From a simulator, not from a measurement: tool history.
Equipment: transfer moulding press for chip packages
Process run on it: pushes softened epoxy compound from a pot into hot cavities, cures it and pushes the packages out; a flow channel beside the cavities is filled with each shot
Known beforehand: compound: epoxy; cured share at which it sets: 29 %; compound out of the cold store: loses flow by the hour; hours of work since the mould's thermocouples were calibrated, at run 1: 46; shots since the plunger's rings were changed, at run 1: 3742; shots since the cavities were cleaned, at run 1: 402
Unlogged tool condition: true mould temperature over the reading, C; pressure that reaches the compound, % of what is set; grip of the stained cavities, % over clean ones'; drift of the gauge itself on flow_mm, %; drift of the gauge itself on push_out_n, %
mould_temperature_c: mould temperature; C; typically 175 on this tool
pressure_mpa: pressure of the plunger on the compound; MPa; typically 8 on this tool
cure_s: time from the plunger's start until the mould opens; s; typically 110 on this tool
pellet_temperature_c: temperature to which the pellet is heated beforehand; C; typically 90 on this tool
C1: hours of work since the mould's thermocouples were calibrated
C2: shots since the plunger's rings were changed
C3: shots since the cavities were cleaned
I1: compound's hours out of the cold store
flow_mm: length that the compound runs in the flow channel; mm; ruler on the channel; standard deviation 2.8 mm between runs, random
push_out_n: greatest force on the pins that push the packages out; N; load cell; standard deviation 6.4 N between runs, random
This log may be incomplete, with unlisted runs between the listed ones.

run 1 hour=0 | mould_temperature_c=175 pressure_mpa=8 cure_s=110 pellet_temperature_c=90 | C1=46 C2=3742 C3=402 | I1=29.5 | flow_mm=512 push_out_n=416
run 2 hour=6.6 | mould_temperature_c=175 pressure_mpa=8 cure_s=110 pellet_temperature_c=90 | C1=50 C2=3796 C3=456 | I1=23.7 | flow_mm=531 push_out_n=433
run 3 hour=13.4 | mould_temperature_c=175 pressure_mpa=8.42 cure_s=110 pellet_temperature_c=90 | C1=53 C2=3851 C3=511 | I1=24 | flow_mm=541 push_out_n=438
run 4 hour=23.5 | mould_temperature_c=175 pressure_mpa=8 cure_s=110 pellet_temperature_c=90 | C1=58 C2=3933 C3=593 | I1=41.6 | flow_mm=479 push_out_n=460
run 5 hour=31.4 | mould_temperature_c=175 pressure_mpa=8 cure_s=110 pellet_temperature_c=90 | C1=62 C2=3996 C3=656 | I1=41.4 | flow_mm=483 push_out_n=457
run 6 hour=38.6 | mould_temperature_c=175 pressure_mpa=8 cure_s=110 pellet_temperature_c=90 | C1=66 C2=4055 C3=715 | I1=21.3 | flow_mm=536 push_out_n=512
run 7 hour=48.7 | mould_temperature_c=178 pressure_mpa=8 cure_s=110 pellet_temperature_c=90 | C1=71 C2=4137 C3=797 | I1=43.7 | flow_mm=469 push_out_n=441
run 8 hour=54.8 | mould_temperature_c=178 pressure_mpa=8 cure_s=110 pellet_temperature_c=90 | C1=74 C2=4187 C3=847 | I1=23 | flow_mm=522 push_out_n=450
-- hour=58.4 cavities cleaned with cleaning compound and waxed
run 9 hour=63.1 | mould_temperature_c=178 pressure_mpa=8 cure_s=110 pellet_temperature_c=96 | C1=77 C2=4241 C3=38 | I1=44.6 | flow_mm=461 push_out_n=508
run 10 hour=71.1 | mould_temperature_c=175 pressure_mpa=8 cure_s=110 pellet_temperature_c=90 | C1=81 C2=4307 C3=104 | I1=29 | flow_mm=514 push_out_n=565
run 11 hour=76.5 | mould_temperature_c=175 pressure_mpa=8 cure_s=110 pellet_temperature_c=90 | C1=84 C2=4350 C3=147 | I1=25.8 | flow_mm=521 push_out_n=578
run 12 hour=83.8 | mould_temperature_c=175 pressure_mpa=8 cure_s=110 pellet_temperature_c=90 | C1=88 C2=4409 C3=206 | I1=19.8 | flow_mm=538 push_out_n=558
run 13 hour=88.7 | mould_temperature_c=175 pressure_mpa=9.17 cure_s=110 pellet_temperature_c=90 | C1=90 C2=4449 C3=246 | I1=29 | flow_mm=544 push_out_n=560
-- hour=95.9 cavities cleaned with cleaning compound and waxed, once more
run 14 hour=100 | mould_temperature_c=175 pressure_mpa=9.17 cure_s=110 pellet_temperature_c=90 | C1=95 C2=4529 C3=34 | I1=12.6 | flow_mm=597 push_out_n=290
run 15 hour=104.5 | mould_temperature_c=175 pressure_mpa=7.62 cure_s=110 pellet_temperature_c=90 | C1=98 C2=4565 C3=70 | I1=29.5 | flow_mm=492 push_out_n=301
run 16 hour=110.4 | mould_temperature_c=171 pressure_mpa=7.62 cure_s=143 pellet_temperature_c=90 | C1=101 C2=4613 C3=118 | I1=8.9 | flow_mm=572 push_out_n=304
run 17 hour=115 | mould_temperature_c=171 pressure_mpa=7.62 cure_s=143 pellet_temperature_c=90 | C1=103 C2=4650 C3=155 | I1=35.1 | flow_mm=496 push_out_n=305
run 18 hour=119.8 | mould_temperature_c=171 pressure_mpa=7.62 cure_s=143 pellet_temperature_c=90 | C1=105 C2=4689 C3=194 | I1=47.2 | flow_mm=461 push_out_n=337
run 19 hour=128.7 | mould_temperature_c=171 pressure_mpa=7.62 cure_s=143 pellet_temperature_c=90 | C1=110 C2=4761 C3=266 | I1=12.8 | flow_mm=561 push_out_n=374
run 20 hour=135.7 | mould_temperature_c=169 pressure_mpa=9.16 cure_s=150 pellet_temperature_c=84 | C1=113 C2=4818 C3=323 | I1=43.5 | flow_mm=525 push_out_n=374
run 21 hour=145.6 | mould_temperature_c=169 pressure_mpa=9.16 cure_s=150 pellet_temperature_c=84 | C1=118 C2=4898 C3=403 | I1=9.7 | flow_mm=630 push_out_n=435
run 22 hour=153.6 | mould_temperature_c=169 pressure_mpa=7.78 cure_s=150 pellet_temperature_c=97 | C1=122 C2=4962 C3=467 | I1=11 | flow_mm=574 push_out_n=419
run 23 hour=162.7 | mould_temperature_c=168 pressure_mpa=6.09 cure_s=117 pellet_temperature_c=94 | C1=127 C2=5037 C3=542 | I1=19.7 | flow_mm=484 push_out_n=666
run 24 hour=168.4 | mould_temperature_c=168 pressure_mpa=6.09 cure_s=117 pellet_temperature_c=94 | C1=130 C2=5082 C3=587 | I1=21.9 | flow_mm=485 push_out_n=674
run 25 hour=178.6 | mould_temperature_c=175 pressure_mpa=9.55 cure_s=135 pellet_temperature_c=90 | C1=135 C2=5165 C3=670 | I1=33.4 | flow_mm=544 push_out_n=432
run 26 hour=185.5 | mould_temperature_c=171 pressure_mpa=7.09 cure_s=110 pellet_temperature_c=90 | C1=138 C2=5221 C3=726 | I1=14.2 | flow_mm=528 push_out_n=647
run 27 hour=190 | mould_temperature_c=171 pressure_mpa=7.09 cure_s=110 pellet_temperature_c=90 | C1=141 C2=5258 C3=763 | I1=41.4 | flow_mm=457 push_out_n=603
run 28 hour=194.3 | mould_temperature_c=171 pressure_mpa=7.09 cure_s=110 pellet_temperature_c=90 | C1=143 C2=5292 C3=797 | I1=23.5 | flow_mm=504 push_out_n=627

Measured minus without-hidden-state, run by run (identical run-to-run variation in each term; gauge scatter may differ):
run=1 flow_mm=-23 push_out_n=+169
run=2 flow_mm=-25 push_out_n=+180
run=3 flow_mm=-26 push_out_n=+192
run=4 flow_mm=-23 push_out_n=+209
run=5 flow_mm=-23 push_out_n=+216
run=6 flow_mm=-27 push_out_n=+247
run=7 flow_mm=-24 push_out_n=+217
run=8 flow_mm=-27 push_out_n=+226
run=9 flow_mm=-23 push_out_n=+278
run=10 flow_mm=-27 push_out_n=+303
run=11 flow_mm=-27 push_out_n=+313
run=12 flow_mm=-29 push_out_n=+304
run=13 flow_mm=-30 push_out_n=+302
run=14 flow_mm=-34 push_out_n=+23
run=15 flow_mm=-28 push_out_n=+45
run=16 flow_mm=-33 push_out_n=+68
run=17 flow_mm=-29 push_out_n=+83
run=18 flow_mm=-27 push_out_n=+103
run=19 flow_mm=-33 push_out_n=+130
run=20 flow_mm=-31 push_out_n=+144
run=21 flow_mm=-39 push_out_n=+183
run=22 flow_mm=-36 push_out_n=+187
run=23 flow_mm=-30 push_out_n=+299
run=24 flow_mm=-30 push_out_n=+311
run=25 flow_mm=-34 push_out_n=+212
run=26 flow_mm=-34 push_out_n=+310
run=27 flow_mm=-30 push_out_n=+292
run=28 flow_mm=-33 push_out_n=+309

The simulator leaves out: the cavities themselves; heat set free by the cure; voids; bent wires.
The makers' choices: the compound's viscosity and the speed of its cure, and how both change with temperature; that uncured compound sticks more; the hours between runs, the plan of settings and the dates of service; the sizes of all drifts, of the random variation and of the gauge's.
